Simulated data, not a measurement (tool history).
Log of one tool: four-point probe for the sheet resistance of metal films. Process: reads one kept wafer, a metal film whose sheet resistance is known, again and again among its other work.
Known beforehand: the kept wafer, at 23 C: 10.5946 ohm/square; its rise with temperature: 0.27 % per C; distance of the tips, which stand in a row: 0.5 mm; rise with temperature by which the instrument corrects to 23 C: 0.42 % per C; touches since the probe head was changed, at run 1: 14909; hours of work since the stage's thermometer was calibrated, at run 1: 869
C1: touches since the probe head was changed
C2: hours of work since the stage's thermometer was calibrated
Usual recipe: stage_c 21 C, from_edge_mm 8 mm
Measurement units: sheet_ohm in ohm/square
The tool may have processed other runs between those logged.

{"run": 1, "day": 0.0, "stage_c": 21, "from_edge_mm": 8, "C1": 14909, "C2": 869, "sheet_ohm": 10.588309}
{"run": 2, "day": 0.388, "stage_c": 21, "from_edge_mm": 8, "C1": 15085, "C2": 876, "sheet_ohm": 10.584727}
{"run": 3, "day": 1.1, "stage_c": 32, "from_edge_mm": 8, "C1": 15409, "C2": 888, "sheet_ohm": 10.419842}
{"run": 4, "day": 1.438, "stage_c": 21, "from_edge_mm": 6, "C1": 15565, "C2": 893, "sheet_ohm": 10.600693}
{"run": 5, "day": 1.779, "stage_c": 21, "from_edge_mm": 6, "C1": 15719, "C2": 899, "sheet_ohm": 10.605312}
{"run": 6, "day": 2.521, "stage_c": 21, "from_edge_mm": 6, "C1": 16057, "C2": 912, "sheet_ohm": 10.602121}
{"run": 7, "day": 3.171, "stage_c": 21, "from_edge_mm": 6, "C1": 16353, "C2": 922, "sheet_ohm": 10.600144}
{"run": 8, "day": 3.692, "stage_c": 21, "from_edge_mm": 29, "C1": 16591, "C2": 931, "sheet_ohm": 10.561158}
{"run": 9, "day": 4.225, "stage_c": 26, "from_edge_mm": 24, "C1": 16833, "C2": 940, "sheet_ohm": 10.486778}
{"run": 10, "day": 5.05, "stage_c": 30, "from_edge_mm": 37, "C1": 17210, "C2": 954, "sheet_ohm": 10.428699}
{"run": 11, "day": 5.5, "stage_c": 21, "from_edge_mm": 11, "C1": 17414, "C2": 961, "sheet_ohm": 10.566911}
{"run": 12, "day": 5.879, "stage_c": 21, "from_edge_mm": 11, "C1": 17586, "C2": 968, "sheet_ohm": 10.572045}
{"run": 13, "day": 6.721, "stage_c": 21, "from_edge_mm": 11, "C1": 17970, "C2": 982, "sheet_ohm": 10.570828}
{"run": 14, "day": 7.104, "stage_c": 21, "from_edge_mm": 11, "C1": 18144, "C2": 988, "sheet_ohm": 10.573058}
{"run": 15, "day": 7.554, "stage_c": 33, "from_edge_mm": 41, "C1": 18349, "C2": 996, "sheet_ohm": 10.387383}
{"run": 16, "day": 8.092, "stage_c": 33, "from_edge_mm": 41, "C1": 18595, "C2": 1005, "sheet_ohm": 10.386081}

Here are 4 independent what-if runs from the current tool condition. What would each one return?
{"run": "A", "day": 8.604, "stage_c": 31, "from_edge_mm": 41, "C1": 18829, "C2": 1014, "sheet_ohm": "?"}
{"run": "B", "day": 8.604, "stage_c": 33, "from_edge_mm": 60, "C1": 18829, "C2": 1014, "sheet_ohm": "?"}
{"run": "C", "day": 8.604, "stage_c": 22, "from_edge_mm": 4, "C1": 18829, "C2": 1014, "sheet_ohm": "?"}
{"run": "D", "day": 8.604, "stage_c": 35, "from_edge_mm": 45, "C1": 18829, "C2": 1014, "sheet_ohm": "?"}

run=A sheet_ohm=10.41311
run=B sheet_ohm=10.385239
run=C sheet_ohm=10.630899
run=D sheet_ohm=10.355891
Stripped of hidden state, with their random variation kept, the same runs would have yielded:
run=A sheet_ohm=10.478238
run=B sheet_ohm=10.450127
run=C sheet_ohm=10.697669
run=D sheet_ohm=10.42053

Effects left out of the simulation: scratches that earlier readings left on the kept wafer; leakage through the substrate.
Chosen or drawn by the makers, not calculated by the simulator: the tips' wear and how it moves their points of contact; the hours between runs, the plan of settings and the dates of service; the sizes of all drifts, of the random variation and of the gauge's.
